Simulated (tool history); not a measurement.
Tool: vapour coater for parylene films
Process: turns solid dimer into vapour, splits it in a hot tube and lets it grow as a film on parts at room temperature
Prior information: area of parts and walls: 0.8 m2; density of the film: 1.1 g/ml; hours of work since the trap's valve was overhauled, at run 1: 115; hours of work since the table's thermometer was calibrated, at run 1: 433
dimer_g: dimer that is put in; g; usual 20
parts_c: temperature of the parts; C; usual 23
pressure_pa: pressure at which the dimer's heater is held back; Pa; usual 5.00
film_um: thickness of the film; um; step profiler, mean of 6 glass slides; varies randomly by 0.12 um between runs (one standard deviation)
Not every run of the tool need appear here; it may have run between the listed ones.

| run | hour | dimer_g | parts_c | pressure_pa | hours of work since the trap's valve was overhauled | hours of work since the table's thermometer was calibrated | film_um |
|---|---|---|---|---|---|---|---|
| 1 | 0.0 | 20 | 23 | 5.00 | 115 | 433 | 13.58 |
| 2 | 56.7 | 20 | 23 | 6.69 | 162 | 481 | 12.62 |
|  | 120.4 | trap's valve overhauled |
| 3 | 131.6 | 20 | 23 | 6.69 | 9 | 540 | 14.17 |
| 4 | 197.2 | 20 | 23 | 6.69 | 64 | 595 | 13.60 |
| 5 | 257.3 | 20 | 35 | 5.00 | 115 | 645 | 11.16 |
| 6 | 315.6 | 20 | 23 | 3.06 | 164 | 694 | 13.74 |
|  | 379.2 | trap's valve overhauled |
| 7 | 392.2 | 11 | 23 | 5.00 | 11 | 755 | 7.85 |
| 8 | 446.0 | 11 | 23 | 5.00 | 56 | 800 | 7.81 |
| 9 | 481.6 | 11 | 23 | 5.00 | 86 | 830 | 7.59 |
| 10 | 528.4 | 11 | 23 | 5.00 | 125 | 869 | 7.50 |
| 11 | 582.2 | 11 | 23 | 5.00 | 170 | 915 | 7.18 |
|  | 637.9 | trap's valve overhauled |
| 12 | 662.5 | 11 | 23 | 5.00 | 21 | 979 | 7.93 |
| 13 | 716.5 | 11 | 23 | 5.00 | 66 | 1024 | 7.76 |
| 14 | 782.8 | 11 | 29 | 5.00 | 122 | 1079 | 6.66 |
| 15 | 835.9 | 32 | 23 | 5.00 | 166 | 1124 | 21.29 |
| 16 | 875.7 | 20 | 23 | 5.00 | 199 | 1157 | 12.65 |
|  | 895.4 | trap's valve overhauled |
| 17 | 927.8 | 20 | 23 | 5.00 | 27 | 1198 | 14.43 |
| 18 | 963.0 | 20 | 23 | 5.00 | 57 | 1227 | 14.09 |
| 19 | 1012.4 | 14 | 23 | 5.00 | 98 | 1269 | 9.54 |
| 20 | 1045.4 | 14 | 15 | 5.00 | 126 | 1296 | 10.83 |
| 21 | 1107.6 | 14 | 15 | 2.36 | 178 | 1349 | 11.04 |
|  | 1152.5 | trap's valve overhauled |
| 22 | 1156.2 | 20 | 15 | 5.00 | 3 | 1386 | 16.64 |
| 23 | 1224.9 | 20 | 23 | 5.00 | 61 | 1444 | 14.19 |
| 24 | 1301.2 | 20 | 23 | 5.00 | 125 | 1508 | 13.64 |
| 25 | 1374.9 | 20 | 22 | 5.00 | 187 | 1569 | 13.00 |
|  | 1409.7 | trap's valve overhauled |
| 26 | 1455.7 | 20 | 22 | 5.00 | 39 | 1634 | 14.69 |
| 27 | 1504.5 | 13 | 23 | 6.44 | 80 | 1675 | 8.84 |
| 28 | 1579.8 | 27 | 23 | 6.31 | 143 | 1738 | 17.86 |
| 29 | 1649.0 | 16 | 24 | 4.86 | 201 | 1796 | 10.08 |
|  | 1670.3 | trap's valve overhauled |
| 30 | 1728.2 | 28 | 29 | 8.98 | 49 | 1859 | 17.32 |
| 31 | 1797.6 | 20 | 20 | 5.00 | 107 | 1917 | 14.52 |
| 32 | 1864.1 | 20 | 20 | 5.00 | 163 | 1973 | 14.07 |
| 33 | 1913.4 | 8 | 26 | 3.21 | 204 | 2014 | 5.08 |
|  | 1927.5 | trap's valve overhauled |
| 34 | 1986.5 | 10 | 20 | 2.61 | 50 | 2072 | 7.93 |
| 35 | 2035.3 | 20 | 22 | 2.01 | 90 | 2113 | 15.28 |
|  | 2042.0 | table's thermometer calibrated |
| 36 | 2074.0 | 24 | 31 | 3.07 | 122 | 27 | 14.60 |
| 37 | 2143.4 | 29 | 16 | 2.84 | 180 | 85 | 22.31 |
|  | 2188.9 | trap's valve overhauled |
| 38 | 2188.9 | 29 | 16 | 2.84 | 0 | 120 | 24.96 |
| 39 | 2255.5 | 12 | 16 | 4.35 | 56 | 176 | 9.73 |
| 40 | 2326.0 | 9 | 23 | 7.26 | 115 | 235 | 5.88 |
| 41 | 2369.7 | 11 | 25 | 7.86 | 152 | 272 | 6.84 |
|  | 2446.5 | trap's valve overhauled |
| 42 | 2446.5 | 20 | 18 | 7.86 | 0 | 333 | 15.23 |
| 43 | 2519.8 | 22 | 24 | 8.41 | 61 | 394 | 14.46 |
| 44 | 2582.1 | 9 | 19 | 8.05 | 114 | 446 | 6.29 |
| 45 | 2614.8 | 9 | 19 | 8.05 | 141 | 474 | 6.23 |

Consider 5 possible next runs. They are alternatives, not a sequence: every one starts from the tool as it was left by run 45. What does each give?
| A | 2673.4 | 9 | 19 | 2.66 | 190 | 523 | ? |
| B | 2673.4 | 16 | 23 | 5.00 | 190 | 523 | ? |
| C | 2673.4 | 20 | 23 | 10.32 | 190 | 523 | ? |
| D | 2673.4 | 9 | 19 | 2.40 | 190 | 523 | ? |
| E | 2673.4 | 8 | 27 | 8.39 | 190 | 523 | ? |

| run | film_um |
|---|---|
| A | 6.51 |
| B | 10.46 |
| C | 11.85 |
| D | 6.58 |
| E | 4.57 |
Without the tool's unlogged condition, the same runs would have read:
| run | film_um |
|---|---|
| A | 7.41 |
| B | 11.89 |
| C | 13.49 |
| D | 7.48 |
| E | 5.20 |
